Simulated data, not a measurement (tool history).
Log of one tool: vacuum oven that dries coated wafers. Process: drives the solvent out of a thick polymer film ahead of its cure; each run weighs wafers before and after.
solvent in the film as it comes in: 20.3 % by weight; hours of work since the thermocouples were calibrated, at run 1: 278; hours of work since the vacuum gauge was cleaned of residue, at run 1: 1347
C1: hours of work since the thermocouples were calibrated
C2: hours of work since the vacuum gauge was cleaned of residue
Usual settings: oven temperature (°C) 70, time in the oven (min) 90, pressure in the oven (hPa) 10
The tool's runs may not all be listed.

run 1 hour=0 | oven_temperature_(°C)=70 time_in_the_oven_(min)=90 pressure_in_the_oven_(hPa)=10 | C1=278 C2=1347 | solvent_left_in_the_film_(%)=1.41
run 2 hour=63.6 | oven_temperature_(°C)=70 time_in_the_oven_(min)=90 pressure_in_the_oven_(hPa)=10 | C1=305 C2=1373 | solvent_left_in_the_film_(%)=1.41
run 3 hour=107.6 | oven_temperature_(°C)=70 time_in_the_oven_(min)=90 pressure_in_the_oven_(hPa)=10 | C1=323 C2=1392 | solvent_left_in_the_film_(%)=1.39
run 4 hour=192 | oven_temperature_(°C)=70 time_in_the_oven_(min)=90 pressure_in_the_oven_(hPa)=10 | C1=358 C2=1427 | solvent_left_in_the_film_(%)=1.42
run 5 hour=250.3 | oven_temperature_(°C)=70 time_in_the_oven_(min)=90 pressure_in_the_oven_(hPa)=10 | C1=383 C2=1451 | solvent_left_in_the_film_(%)=1.4
run 6 hour=330.5 | oven_temperature_(°C)=70 time_in_the_oven_(min)=90 pressure_in_the_oven_(hPa)=10 | C1=416 C2=1485 | solvent_left_in_the_film_(%)=1.39
run 7 hour=407.3 | oven_temperature_(°C)=70 time_in_the_oven_(min)=90 pressure_in_the_oven_(hPa)=10 | C1=448 C2=1517 | solvent_left_in_the_film_(%)=1.36
run 8 hour=463.2 | oven_temperature_(°C)=70 time_in_the_oven_(min)=76 pressure_in_the_oven_(hPa)=10 | C1=472 C2=1540 | solvent_left_in_the_film_(%)=1.8
run 9 hour=508.4 | oven_temperature_(°C)=70 time_in_the_oven_(min)=90 pressure_in_the_oven_(hPa)=13.3 | C1=491 C2=1559 | solvent_left_in_the_film_(%)=1.56
run 10 hour=577 | oven_temperature_(°C)=70 time_in_the_oven_(min)=90 pressure_in_the_oven_(hPa)=13.3 | C1=519 C2=1588 | solvent_left_in_the_film_(%)=1.54
run 11 hour=667.8 | oven_temperature_(°C)=70 time_in_the_oven_(min)=90 pressure_in_the_oven_(hPa)=11.1 | C1=557 C2=1626 | solvent_left_in_the_film_(%)=1.43
run 12 hour=720.8 | oven_temperature_(°C)=70 time_in_the_oven_(min)=90 pressure_in_the_oven_(hPa)=11.1 | C1=580 C2=1648 | solvent_left_in_the_film_(%)=1.42
run 13 hour=793.8 | oven_temperature_(°C)=70 time_in_the_oven_(min)=90 pressure_in_the_oven_(hPa)=10 | C1=610 C2=1679 | solvent_left_in_the_film_(%)=1.38
run 14 hour=879.1 | oven_temperature_(°C)=70 time_in_the_oven_(min)=90 pressure_in_the_oven_(hPa)=12.4 | C1=646 C2=1714 | solvent_left_in_the_film_(%)=1.48
run 15 hour=959.5 | oven_temperature_(°C)=70 time_in_the_oven_(min)=90 pressure_in_the_oven_(hPa)=12.4 | C1=679 C2=1748 | solvent_left_in_the_film_(%)=1.47
run 16 hour=1026.2 | oven_temperature_(°C)=70 time_in_the_oven_(min)=67 pressure_in_the_oven_(hPa)=12.4 | C1=707 C2=1776 | solvent_left_in_the_film_(%)=2.27
run 17 hour=1107.4 | oven_temperature_(°C)=72 time_in_the_oven_(min)=67 pressure_in_the_oven_(hPa)=12.4 | C1=741 C2=1810 | solvent_left_in_the_film_(%)=1.73
run 18 hour=1170.9 | oven_temperature_(°C)=69 time_in_the_oven_(min)=141 pressure_in_the_oven_(hPa)=5.6 | C1=768 C2=1836 | solvent_left_in_the_film_(%)=0.63
run 19 hour=1235.4 | oven_temperature_(°C)=57 time_in_the_oven_(min)=106 pressure_in_the_oven_(hPa)=33 | C1=795 C2=1863 | solvent_left_in_the_film_(%)=6.8
run 20 hour=1317.3 | oven_temperature_(°C)=70 time_in_the_oven_(min)=111 pressure_in_the_oven_(hPa)=10 | C1=829 C2=1898 | solvent_left_in_the_film_(%)=0.98
run 21 hour=1356.1 | oven_temperature_(°C)=70 time_in_the_oven_(min)=111 pressure_in_the_oven_(hPa)=10 | C1=845 C2=1914 | solvent_left_in_the_film_(%)=1
run 22 hour=1394 | oven_temperature_(°C)=70 time_in_the_oven_(min)=131 pressure_in_the_oven_(hPa)=10 | C1=861 C2=1930 | solvent_left_in_the_film_(%)=0.82
run 23 hour=1477.3 | oven_temperature_(°C)=74 time_in_the_oven_(min)=144 pressure_in_the_oven_(hPa)=12.2 | C1=896 C2=1964 | solvent_left_in_the_film_(%)=0.68
run 24 hour=1536.3 | oven_temperature_(°C)=74 time_in_the_oven_(min)=144 pressure_in_the_oven_(hPa)=12.2 | C1=921 C2=1989 | solvent_left_in_the_film_(%)=0.69
run 25 hour=1618.8 | oven_temperature_(°C)=78 time_in_the_oven_(min)=82 pressure_in_the_oven_(hPa)=10 | C1=955 C2=2024 | solvent_left_in_the_film_(%)=0.56
run 26 hour=1663.8 | oven_temperature_(°C)=70 time_in_the_oven_(min)=134 pressure_in_the_oven_(hPa)=10 | C1=974 C2=2042 | solvent_left_in_the_film_(%)=0.81
run 27 hour=1721 | oven_temperature_(°C)=84 time_in_the_oven_(min)=46 pressure_in_the_oven_(hPa)=10 | C1=998 C2=2066 | solvent_left_in_the_film_(%)=0.55
run 28 hour=1802.7 | oven_temperature_(°C)=68 time_in_the_oven_(min)=104 pressure_in_the_oven_(hPa)=5.1 | C1=1032 C2=2100 | solvent_left_in_the_film_(%)=1.08

Forecast each of these 4 alternatives for the next run:
run A hour=1873.7 | oven_temperature_(°C)=71 time_in_the_oven_(min)=76 pressure_in_the_oven_(hPa)=19.5 | C1=1062 C2=2130 | solvent_left_in_the_film_(%)=?
run B hour=1873.7 | oven_temperature_(°C)=76 time_in_the_oven_(min)=112 pressure_in_the_oven_(hPa)=37.5 | C1=1062 C2=2130 | solvent_left_in_the_film_(%)=?
run C hour=1873.7 | oven_temperature_(°C)=68 time_in_the_oven_(min)=137 pressure_in_the_oven_(hPa)=29.1 | C1=1062 C2=2130 | solvent_left_in_the_film_(%)=?
run D hour=1873.7 | oven_temperature_(°C)=55 time_in_the_oven_(min)=97 pressure_in_the_oven_(hPa)=6.6 | C1=1062 C2=2130 | solvent_left_in_the_film_(%)=?

run=A solvent_left_in_the_film_(%)=1.91
run=B solvent_left_in_the_film_(%)=1.72
run=C solvent_left_in_the_film_(%)=2.08
run=D solvent_left_in_the_film_(%)=6.14
Without the tool's hidden state the same runs would have given:
run=A solvent_left_in_the_film_(%)=1.96
run=B solvent_left_in_the_film_(%)=1.65
run=C solvent_left_in_the_film_(%)=2.03
run=D solvent_left_in_the_film_(%)=6.36
